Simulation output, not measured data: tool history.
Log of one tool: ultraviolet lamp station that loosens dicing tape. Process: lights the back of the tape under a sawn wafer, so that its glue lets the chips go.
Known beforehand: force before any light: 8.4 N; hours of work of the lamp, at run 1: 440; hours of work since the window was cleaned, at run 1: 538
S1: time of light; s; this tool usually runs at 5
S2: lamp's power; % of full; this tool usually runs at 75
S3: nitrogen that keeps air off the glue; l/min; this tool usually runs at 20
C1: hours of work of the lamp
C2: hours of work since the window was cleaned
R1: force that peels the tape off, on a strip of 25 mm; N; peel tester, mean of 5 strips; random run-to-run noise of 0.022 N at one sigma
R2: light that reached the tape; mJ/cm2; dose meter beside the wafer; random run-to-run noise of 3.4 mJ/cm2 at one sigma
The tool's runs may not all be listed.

Run 1, day 0.000: usual settings; C1 440; C2 538. Result: R1 1.035 N, R2 536 mJ/cm2.
Run 2, day 0.704: usual settings but S3 8 l/min; C1 452; C2 550. Result: R1 1.826 N, R2 540 mJ/cm2.
Run 3, day 1.204: usual settings but S3 8 l/min; C1 461; C2 559. Result: R1 1.837 N, R2 542 mJ/cm2.
Run 4, day 1.696: usual settings but S2 63 % of full; C1 470; C2 568. Result: R1 1.411 N, R2 449 mJ/cm2.
Run 5, day 2.575: usual settings but S2 63 % of full; C1 486; C2 584. Result: R1 1.499 N, R2 459 mJ/cm2.
Run 6, day 3.342: usual settings but S2 63 % of full; C1 500; C2 598. Result: R1 1.430 N, R2 453 mJ/cm2.
Run 7, day 3.975: usual settings but S1 7 s; C1 511; C2 609. Result: R1 0.555 N, R2 760 mJ/cm2.
Run 8, day 4.600: usual settings but S1 3 s; C1 523; C2 620. Result: R1 2.389 N, R2 325 mJ/cm2.
Run 9, day 5.046: usual settings; C1 531; C2 628. Result: R1 1.021 N, R2 543 mJ/cm2.
Run 10, day 5.633: usual settings; C1 541; C2 639. Result: R1 1.071 N, R2 534 mJ/cm2.
Run 11, day 6.446: usual settings but S1 6 s, S3 26 l/min; C1 556; C2 654. Result: R1 0.631 N, R2 642 mJ/cm2.
Run 12, day 6.917: usual settings but S1 6 s, S3 26 l/min; C1 564; C2 662. Result: R1 0.648 N, R2 644 mJ/cm2.
At day 7.496: window cleaned of glue's vapour.
Run 13, day 7.842: usual settings but S1 6 s, S3 26 l/min; C1 581; C2 6. Result: R1 0.644 N, R2 648 mJ/cm2.
Run 14, day 8.317: usual settings but S1 4 s, S3 14 l/min; C1 589; C2 15. Result: R1 1.892 N, R2 429 mJ/cm2.
Run 15, day 8.879: usual settings but S1 3 s, S2 65 % of full, S3 8 l/min; C1 599; C2 25. Result: R1 3.674 N, R2 279 mJ/cm2.
Run 16, day 9.817: usual settings but S1 3 s, S2 65 % of full, S3 8 l/min; C1 616; C2 42. Result: R1 3.722 N, R2 278 mJ/cm2.
Run 17, day 10.688: usual settings but S2 80 % of full, S3 7 l/min; C1 632; C2 58. Result: R1 1.728 N, R2 571 mJ/cm2.
Run 18, day 11.292: usual settings but S2 80 % of full, S3 7 l/min; C1 643; C2 68. Result: R1 1.746 N, R2 579 mJ/cm2.
Run 19, day 12.158: usual settings but S2 85 % of full, S3 30 l/min; C1 658; C2 84. Result: R1 0.694 N, R2 612 mJ/cm2.

Consider 5 possible next runs. They are alternatives, not a sequence: every one starts from the tool as it was left by run 19. What does each give?
Run A, day 12.746: usual settings but S1 2 s, S2 93 % of full; C1 669; C2 95. Result: R1 ?, R2 ?.
Run B, day 12.746: usual settings but S2 79 % of full, S3 29 l/min; C1 669; C2 95. Result: R1 ?, R2 ?.
Run C, day 12.746: usual settings but S1 10 s, S2 85 % of full, S3 30 l/min; C1 669; C2 95. Result: R1 ?, R2 ?.
Run D, day 12.746: usual settings but S1 7 s, S2 85 % of full, S3 30 l/min; C1 669; C2 95. Result: R1 ?, R2 ?.
Run E, day 12.746: usual settings but S3 11 l/min; C1 669; C2 95. Result: R1 ?, R2 ?.

run     R1    R2
  A  2.844   269
  B  0.800   570
  C  0.229  1233
  D  0.353   864
  E  1.518   543
Take away the tool's hidden state, keep each run's random variation, and the runs would have read:
run     R1    R2
  A  2.833   270
  B  0.794   573
  C  0.229  1238
  D  0.351   868
  E  1.509   545

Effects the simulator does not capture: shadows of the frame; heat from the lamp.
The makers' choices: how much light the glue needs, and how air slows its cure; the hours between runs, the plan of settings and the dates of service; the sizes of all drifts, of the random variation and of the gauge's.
